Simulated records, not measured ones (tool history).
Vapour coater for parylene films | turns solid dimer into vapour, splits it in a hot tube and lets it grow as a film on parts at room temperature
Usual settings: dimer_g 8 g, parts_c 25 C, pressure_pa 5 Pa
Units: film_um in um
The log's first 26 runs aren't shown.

run	hour	dimer_g	parts_c	pressure_pa	film_um
27	302.7	4	25	5.35	1.53
28	318.4	9	21	3.76	4.21
29	329.7	10	24	5	3.98
30	345	5	35	2.42	1.29
31	360.7	11	30	5	3.38
32	373.6	11	30	5	3.32
33	385.6	10	25	5	3.79
34	398.3	10	25	5	3.8
35	407.5	10	25	5	3.82
36	422	12	24	3.8	4.89
37	429.8	12	24	3.8	4.89
38	438.5	12	25	3.67	4.69
39	449.9	3	26	3.34	1.1
40	463.9	3	26	3.34	1.15
41	476.9	11	26	3.34	4.13
42	489.9	5	25	2.76	1.99
43	500.2	4	18	2.89	2.21
44	508.5	8	25	4.98	3
45	520	13	25	5	4.91
46	529.8	13	25	5	4.91
47	542.8	13	25	5	4.97

3 ways to go on from here, each from the tool as it stands after run 47. What would each give?
A	557.2	7	25	8.67	?
B	557.2	6	23	10.7	?
C	557.2	12	21	7.83	?

run	film_um
A	2.57
B	2.38
C	5.29
Without the tool's hidden state the same runs would have given:
run	film_um
A	2.58
B	2.38
C	5.3

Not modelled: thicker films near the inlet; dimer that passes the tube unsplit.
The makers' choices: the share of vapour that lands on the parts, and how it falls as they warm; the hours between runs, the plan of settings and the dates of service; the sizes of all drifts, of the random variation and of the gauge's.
